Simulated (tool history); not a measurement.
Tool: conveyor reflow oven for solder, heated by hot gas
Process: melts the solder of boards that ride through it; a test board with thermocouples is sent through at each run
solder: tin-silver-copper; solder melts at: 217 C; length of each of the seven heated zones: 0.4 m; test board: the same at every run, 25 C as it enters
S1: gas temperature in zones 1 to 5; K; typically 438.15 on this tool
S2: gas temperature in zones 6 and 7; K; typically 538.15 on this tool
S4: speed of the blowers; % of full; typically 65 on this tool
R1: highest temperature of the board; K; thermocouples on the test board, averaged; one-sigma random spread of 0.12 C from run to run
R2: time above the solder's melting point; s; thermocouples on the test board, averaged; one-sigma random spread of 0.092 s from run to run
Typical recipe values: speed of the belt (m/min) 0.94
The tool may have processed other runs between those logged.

{"run": 1, "hour": 0.0, "S1": 438.15, "S2": 538.15, "speed of the belt (m/min)": 0.94, "S4": 65, "R1": 525.55, "R2": 37.91}
{"run": 2, "hour": 23.3, "S1": 438.15, "S2": 538.15, "speed of the belt (m/min)": 0.806, "S4": 65, "R1": 529.05, "R2": 47.24}
{"run": 3, "hour": 51.0, "S1": 438.15, "S2": 538.15, "speed of the belt (m/min)": 0.94, "S4": 65, "R1": 525.35, "R2": 37.85}
{"run": 4, "hour": 106.9, "S1": 438.15, "S2": 538.15, "speed of the belt (m/min)": 0.94, "S4": 68, "R1": 526.25, "R2": 38.17}
{"run": 5, "hour": 146.1, "S1": 438.15, "S2": 538.15, "speed of the belt (m/min)": 1.077, "S4": 65, "R1": 520.85, "R2": 30.36}
{"run": 6, "hour": 173.7, "S1": 438.15, "S2": 538.15, "speed of the belt (m/min)": 1.077, "S4": 65, "R1": 520.95, "R2": 30.25}
{"hour": 201.7, "done": "belt drive overhauled, speed set with a stopwatch"}
{"run": 7, "hour": 201.7, "S1": 438.15, "S2": 526.15, "speed of the belt (m/min)": 1.077, "S4": 65, "R1": 509.75, "R2": 22.89}
{"run": 8, "hour": 234.8, "S1": 438.15, "S2": 538.15, "speed of the belt (m/min)": 0.94, "S4": 50, "R1": 519.85, "R2": 32.78}
{"run": 9, "hour": 280.4, "S1": 438.15, "S2": 538.15, "speed of the belt (m/min)": 0.94, "S4": 50, "R1": 519.65, "R2": 32.87}
{"run": 10, "hour": 322.4, "S1": 438.15, "S2": 538.15, "speed of the belt (m/min)": 0.84, "S4": 65, "R1": 527.45, "R2": 43.13}
{"run": 11, "hour": 347.9, "S1": 438.15, "S2": 538.15, "speed of the belt (m/min)": 0.84, "S4": 65, "R1": 527.55, "R2": 43.18}
{"hour": 373.8, "done": "flux residue cleaned out of gas plates and filters"}
{"run": 12, "hour": 395.3, "S1": 438.15, "S2": 538.15, "speed of the belt (m/min)": 0.84, "S4": 65, "R1": 528.35, "R2": 43.57}
{"run": 13, "hour": 428.9, "S1": 438.15, "S2": 538.15, "speed of the belt (m/min)": 0.84, "S4": 65, "R1": 528.05, "R2": 43.79}
{"run": 14, "hour": 458.1, "S1": 438.15, "S2": 538.15, "speed of the belt (m/min)": 0.84, "S4": 65, "R1": 528.15, "R2": 43.81}
{"run": 15, "hour": 492.4, "S1": 438.15, "S2": 538.15, "speed of the belt (m/min)": 0.84, "S4": 65, "R1": 528.05, "R2": 43.61}
{"run": 16, "hour": 529.3, "S1": 431.15, "S2": 538.15, "speed of the belt (m/min)": 0.985, "S4": 65, "R1": 522.75, "R2": 32.59}
{"run": 17, "hour": 581.2, "S1": 427.15, "S2": 538.15, "speed of the belt (m/min)": 0.913, "S4": 53, "R1": 520.35, "R2": 32.77}
{"run": 18, "hour": 613.7, "S1": 438.15, "S2": 536.15, "speed of the belt (m/min)": 0.896, "S4": 65, "R1": 524.65, "R2": 38.91}
{"run": 19, "hour": 639.3, "S1": 434.15, "S2": 540.15, "speed of the belt (m/min)": 0.844, "S4": 58, "R1": 527.85, "R2": 41.84}
{"run": 20, "hour": 668.3, "S1": 443.15, "S2": 532.15, "speed of the belt (m/min)": 1.075, "S4": 65, "R1": 516.45, "R2": 28.35}
{"run": 21, "hour": 696.1, "S1": 429.15, "S2": 533.15, "speed of the belt (m/min)": 0.787, "S4": 58, "R1": 522.45, "R2": 41.48}
{"run": 22, "hour": 750.9, "S1": 438.15, "S2": 531.15, "speed of the belt (m/min)": 0.76, "S4": 65, "R1": 524.15, "R2": 47.12}
{"run": 23, "hour": 794.7, "S1": 427.15, "S2": 545.15, "speed of the belt (m/min)": 1.123, "S4": 65, "R1": 522.95, "R2": 26.95}
{"hour": 823.3, "done": "flux residue cleaned out of gas plates and filters"}
{"run": 24, "hour": 852.6, "S1": 427.15, "S2": 550.15, "speed of the belt (m/min)": 0.89, "S4": 65, "R1": 537.55, "R2": 42.58}
{"run": 25, "hour": 884.3, "S1": 438.15, "S2": 541.15, "speed of the belt (m/min)": 0.94, "S4": 65, "R1": 529.05, "R2": 38.69}
{"run": 26, "hour": 924.8, "S1": 439.15, "S2": 550.15, "speed of the belt (m/min)": 0.94, "S4": 65, "R1": 537.35, "R2": 42.26}
{"run": 27, "hour": 969.5, "S1": 439.15, "S2": 550.15, "speed of the belt (m/min)": 0.94, "S4": 65, "R1": 537.45, "R2": 42.01}
{"run": 28, "hour": 993.7, "S1": 450.15, "S2": 550.15, "speed of the belt (m/min)": 0.94, "S4": 82, "R1": 542.05, "R2": 46.3}
{"run": 29, "hour": 1047.0, "S1": 450.15, "S2": 550.15, "speed of the belt (m/min)": 0.755, "S4": 82, "R1": 546.25, "R2": 59.55}
{"run": 30, "hour": 1089.4, "S1": 448.15, "S2": 539.15, "speed of the belt (m/min)": 0.94, "S4": 65, "R1": 528.25, "R2": 40.8}

Below are 5 alternative next runs, each starting from the tool's condition after run 30. Predict each:
{"run": "A", "hour": 1130.1, "S1": 435.15, "S2": 538.15, "speed of the belt (m/min)": 0.94, "S4": 85, "R1": "?", "R2": "?"}
{"run": "B", "hour": 1130.1, "S1": 448.15, "S2": 539.15, "speed of the belt (m/min)": 0.94, "S4": 76, "R1": "?", "R2": "?"}
{"run": "C", "hour": 1130.1, "S1": 448.15, "S2": 539.15, "speed of the belt (m/min)": 1.027, "S4": 88, "R1": "?", "R2": "?"}
{"run": "D", "hour": 1130.1, "S1": 438.15, "S2": 538.15, "speed of the belt (m/min)": 0.922, "S4": 54, "R1": "?", "R2": "?"}
{"run": "E", "hour": 1130.1, "S1": 438.15, "S2": 551.15, "speed of the belt (m/min)": 0.875, "S4": 53, "R1": "?", "R2": "?"}

run=A R1=529.75 R2=39.63
run=B R1=530.55 R2=42.24
run=C R1=530.35 R2=38.53
run=D R1=523.35 R2=36.29
run=E R1=536.35 R2=44.78
The same runs, with their run-to-run variation unchanged, on a tool lacking any hidden condition would have given:
run=A R1=528.95 R2=38.98
run=B R1=529.65 R2=41.5
run=C R1=529.55 R2=37.91
run=D R1=522.35 R2=35.39
run=E R1=535.35 R2=43.85
